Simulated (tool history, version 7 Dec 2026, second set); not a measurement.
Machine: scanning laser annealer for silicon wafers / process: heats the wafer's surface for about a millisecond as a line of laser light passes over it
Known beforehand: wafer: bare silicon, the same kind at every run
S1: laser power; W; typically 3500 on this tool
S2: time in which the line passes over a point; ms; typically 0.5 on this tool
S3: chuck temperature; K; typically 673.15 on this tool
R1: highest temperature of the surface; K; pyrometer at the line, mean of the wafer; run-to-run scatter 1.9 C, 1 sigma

Run 1, hour 0: usual settings. Result: R1 1384.15 K.
Run 2, hour 15.6: usual settings but S3 655.15 K. Result: R1 1365.15 K.
Run 3, hour 22.7: usual settings but S3 655.15 K. Result: R1 1369.15 K.
Run 4, hour 31: usual settings but S3 703.15 K. Result: R1 1413.15 K.
Run 5, hour 42.1: usual settings but S3 703.15 K. Result: R1 1411.15 K.
Run 6, hour 56.6: usual settings. Result: R1 1382.15 K.
Run 7, hour 64.4: usual settings. Result: R1 1384.15 K.
Run 8, hour 74.4: usual settings. Result: R1 1380.15 K.
Run 9, hour 81.5: usual settings but S2 0.564 ms. Result: R1 1425.15 K.
Run 10, hour 95.5: usual settings but S1 3103 W, S2 0.564 ms. Result: R1 1331.15 K.
Run 11, hour 110.3: usual settings but S1 3103 W, S2 0.564 ms. Result: R1 1333.15 K.
Run 12, hour 117.6: usual settings but S1 3103 W, S2 0.564 ms. Result: R1 1333.15 K.
Run 13, hour 131.8: usual settings. Result: R1 1383.15 K.
Run 14, hour 146.9: usual settings. Result: R1 1382.15 K.
At hour 152.7: optics aligned, line set to its width.
Run 15, hour 159: usual settings. Result: R1 1381.15 K.
Run 16, hour 171.6: usual settings but S1 3131 W. Result: R1 1298.15 K.
Run 17, hour 184.1: usual settings but S3 651.15 K. Result: R1 1358.15 K.
Run 18, hour 194.9: usual settings but S3 651.15 K. Result: R1 1359.15 K.
At hour 207.6: optics aligned, line set to its width, once more.
Run 19, hour 209.5: usual settings but S1 3753 W, S3 651.15 K. Result: R1 1419.15 K.
Run 20, hour 224.8: usual settings but S3 646.15 K. Result: R1 1357.15 K.

Run 21, settings as shown, results not yet in. Your forecast:
Run 21, hour 235.8: usual settings but S1 3143 W, S2 0.616 ms, S3 652.15 K. Result: R1 ?.

{"run 21": {"R1": 1348.15}}
Take away the tool's hidden state, keep the run-to-run variation as it was, and the same run would have given R1 1355.15 K.

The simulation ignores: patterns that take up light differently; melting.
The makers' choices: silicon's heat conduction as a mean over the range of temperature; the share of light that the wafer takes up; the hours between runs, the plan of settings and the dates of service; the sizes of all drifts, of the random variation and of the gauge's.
